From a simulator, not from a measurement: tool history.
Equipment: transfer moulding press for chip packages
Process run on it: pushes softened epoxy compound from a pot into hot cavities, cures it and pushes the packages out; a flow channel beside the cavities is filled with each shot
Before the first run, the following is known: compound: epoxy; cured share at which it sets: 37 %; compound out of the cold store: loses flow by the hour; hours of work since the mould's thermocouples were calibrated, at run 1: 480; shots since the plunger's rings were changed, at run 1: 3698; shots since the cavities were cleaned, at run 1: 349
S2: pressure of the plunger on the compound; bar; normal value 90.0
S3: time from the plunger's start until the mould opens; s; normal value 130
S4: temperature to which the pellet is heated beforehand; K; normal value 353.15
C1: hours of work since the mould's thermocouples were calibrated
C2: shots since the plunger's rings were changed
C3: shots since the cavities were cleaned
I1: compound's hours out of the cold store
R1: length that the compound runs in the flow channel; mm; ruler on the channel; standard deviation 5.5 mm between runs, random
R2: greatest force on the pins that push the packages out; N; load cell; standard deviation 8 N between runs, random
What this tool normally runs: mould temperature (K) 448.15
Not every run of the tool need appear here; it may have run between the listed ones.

run 1 hour=0.0 | mould_temperature_(K)=448.15 S2=90.0 S3=130 S4=353.15 | C1=480 C2=3698 C3=349 | I1=17.7 | R1=1015 R2=344
run 2 hour=23.9 | mould_temperature_(K)=448.15 S2=90.0 S3=130 S4=353.15 | C1=498 C2=3971 C3=622 | I1=40.5 | R1=939 R2=333
-- hour=63.4 cavities cleaned with cleaning compound and waxed
run 3 hour=75.0 | mould_temperature_(K)=448.15 S2=90.0 S3=130 S4=353.15 | C1=535 C2=4536 C3=132 | I1=38.2 | R1=950 R2=343
run 4 hour=116.6 | mould_temperature_(K)=448.15 S2=90.0 S3=130 S4=361.15 | C1=566 C2=5011 C3=607 | I1=18.6 | R1=995 R2=348
-- hour=134.6 plunger's sealing rings changed
run 5 hour=145.4 | mould_temperature_(K)=448.15 S2=90.0 S3=130 S4=361.15 | C1=585 C2=123 C3=906 | I1=8.1 | R1=1026 R2=352
-- hour=161.7 cavities cleaned with cleaning compound and waxed
run 6 hour=180.3 | mould_temperature_(K)=448.15 S2=90.0 S3=130 S4=361.15 | C1=610 C2=505 C3=213 | I1=20.8 | R1=1000 R2=339
run 7 hour=231.0 | mould_temperature_(K)=448.15 S2=90.0 S3=130 S4=350.15 | C1=648 C2=1082 C3=790 | I1=24.5 | R1=982 R2=358
-- hour=255.5 cavities cleaned with cleaning compound and waxed
run 8 hour=282.2 | mould_temperature_(K)=448.15 S2=90.0 S3=130 S4=350.15 | C1=685 C2=1650 C3=305 | I1=12.8 | R1=1021 R2=366
run 9 hour=313.1 | mould_temperature_(K)=448.15 S2=90.0 S3=130 S4=350.15 | C1=707 C2=2002 C3=657 | I1=44.0 | R1=932 R2=339
-- hour=348.4 cavities cleaned with cleaning compound and waxed
run 10 hour=367.2 | mould_temperature_(K)=447.15 S2=80.3 S3=163 S4=353.15 | C1=746 C2=2602 C3=215 | I1=23.2 | R1=945 R2=313
run 11 hour=406.3 | mould_temperature_(K)=447.15 S2=89.3 S3=163 S4=349.15 | C1=775 C2=3048 C3=661 | I1=31.4 | R1=971 R2=322
-- hour=437.3 mould's thermocouples calibrated
-- hour=442.5 cavities cleaned with cleaning compound and waxed
run 12 hour=442.5 | mould_temperature_(K)=449.15 S2=89.3 S3=116 S4=349.15 | C1=3 C2=3421 C3=0 | I1=44.1 | R1=937 R2=351

Predict the results of run 13:
run 13 hour=468.1 | mould_temperature_(K)=449.15 S2=102.5 S3=145 S4=349.15 | C1=22 C2=3712 C3=291 | I1=27.8 | R1=? R2=?

{"run 13": {"R1": 1042, "R2": 322}}
If the tool had no hidden condition, the same run with the same run-to-run variation would have returned R1 1043 mm, R2 319 N.
